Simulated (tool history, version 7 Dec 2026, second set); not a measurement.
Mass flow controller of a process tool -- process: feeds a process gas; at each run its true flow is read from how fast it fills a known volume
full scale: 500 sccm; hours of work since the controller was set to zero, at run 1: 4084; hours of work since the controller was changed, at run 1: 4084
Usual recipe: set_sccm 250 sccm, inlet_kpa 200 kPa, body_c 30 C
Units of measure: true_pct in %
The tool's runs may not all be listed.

run,day,set_sccm,inlet_kpa,body_c,hours of work since the controller was set to zero,hours of work since the controller was changed,true_pct
1,0,250,200,30,4084,4084,97.57
2,2.15,250,200,30,4122,4122,97.49
3,6.158,250,200,30,4192,4192,97.36
4,9.725,250,200,30,4255,4255,97.3
5,12.962,149,200,30,4312,4312,98.21
6,16.167,149,200,29,4368,4368,98.23
7,19.954,110,200,29,4435,4435,98.89
8,23.654,110,200,29,4500,4500,98.81
9,27.358,110,200,29,4565,4565,98.72
10,29.829,110,200,29,4608,4608,98.82
11,32.379,110,200,29,4653,4653,98.75
12,34.704,110,200,29,4694,4694,98.93
13,36.408,110,200,29,4724,4724,98.79
14,40.033,110,200,29,4787,4787,98.79
15,42.233,127,212,32,4826,4826,98.14
16,46.25,250,205,30,4896,4896,97.09
17,50.029,250,155,37,4963,4963,96.16
18,52.421,147,234,23,5005,5005,98.66
19,55.554,147,234,23,5060,5060,98.55
# day 57.867: controller exchanged for a calibrated one
20,59.746,75,141,29,33,33,98.77
21,63.175,292,141,20,93,93,99.82
22,66.767,102,178,30,156,156,99.06
23,70.296,102,170,25,218,218,99.5
24,73.392,59,165,25,273,273,99.52

Each row is a separate what-if for the run after 24, all from the same tool condition, not one after another. Results?
A,76.05,265,249,39,319,319,?
B,76.05,183,158,21,319,319,?
C,76.05,59,165,36,319,319,?
D,76.05,109,165,20,319,319,?

run,true_pct
A,98.49
B,99.43
C,98.71
D,99.68
Had the tool no hidden state, the same runs would have come out as:
run,true_pct
A,98.75
B,99.62
C,98.4
D,99.71
